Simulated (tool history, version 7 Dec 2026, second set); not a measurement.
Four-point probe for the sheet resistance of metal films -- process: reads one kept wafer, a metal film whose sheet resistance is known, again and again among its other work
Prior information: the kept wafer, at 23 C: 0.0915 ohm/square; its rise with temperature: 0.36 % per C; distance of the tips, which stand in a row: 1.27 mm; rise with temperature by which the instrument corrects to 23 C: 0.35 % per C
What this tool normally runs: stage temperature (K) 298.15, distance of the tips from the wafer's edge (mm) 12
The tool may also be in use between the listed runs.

| run | day | stage temperature (K) | distance of the tips from the wafer's edge (mm) | sheet resistance as the instrument gives it (ohm/square) |
|---|---|---|---|---|
| 1 | 0 | 298.15 | 12 | 0.091936 |
| 2 | 0.821 | 298.15 | 12 | 0.091868 |
| 3 | 1.554 | 298.15 | 12 | 0.091886 |
| 4 | 2.546 | 298.15 | 12 | 0.091876 |
| 5 | 3.317 | 298.15 | 12 | 0.091846 |
| 6 | 3.817 | 294.15 | 12 | 0.091813 |
| 7 | 4.754 | 298.15 | 12 | 0.091886 |
| 8 | 5.421 | 298.15 | 12 | 0.091841 |
| 9 | 6.217 | 298.15 | 12 | 0.091857 |
| 10 | 7.188 | 298.15 | 12 | 0.09184 |
| 11 | 7.65 | 298.15 | 12 | 0.091835 |
| 12 | 8.612 | 298.15 | 12 | 0.091827 |
| 13 | 9.658 | 297.15 | 5 | 0.094298 |
| 14 | 10.579 | 296.15 | 12 | 0.0918 |
| 15 | 11.358 | 294.15 | 32 | 0.091246 |
| 16 | 11.925 | 295.15 | 22 | 0.091376 |
| 17 | 12.417 | 294.15 | 4 | 0.095861 |
| 18 | 13.171 | 298.15 | 70 | 0.091259 |
| 19 | 14.058 | 298.15 | 70 | 0.091244 |
| 20 | 14.546 | 298.15 | 70 | 0.091218 |
| 21 | 15.1 | 298.15 | 14 | 0.091609 |

Branching from run 21: 4 alternative next runs. What would each branch give?
| A | 15.867 | 292.15 | 14 | ? |
| B | 15.867 | 298.15 | 12 | ? |
| C | 15.867 | 298.15 | 5 | ? |
| D | 15.867 | 304.15 | 43 | ? |

| run | sheet resistance as the instrument gives it (ohm/square) |
|---|---|
| A | 0.091518 |
| B | 0.09175 |
| C | 0.094232 |
| D | 0.091326 |
The same runs, with their run-to-run variation unchanged, on a tool lacking any hidden condition would have given:
| run | sheet resistance as the instrument gives it (ohm/square) |
|---|---|
| A | 0.091853 |
| B | 0.092085 |
| C | 0.094575 |
| D | 0.091659 |
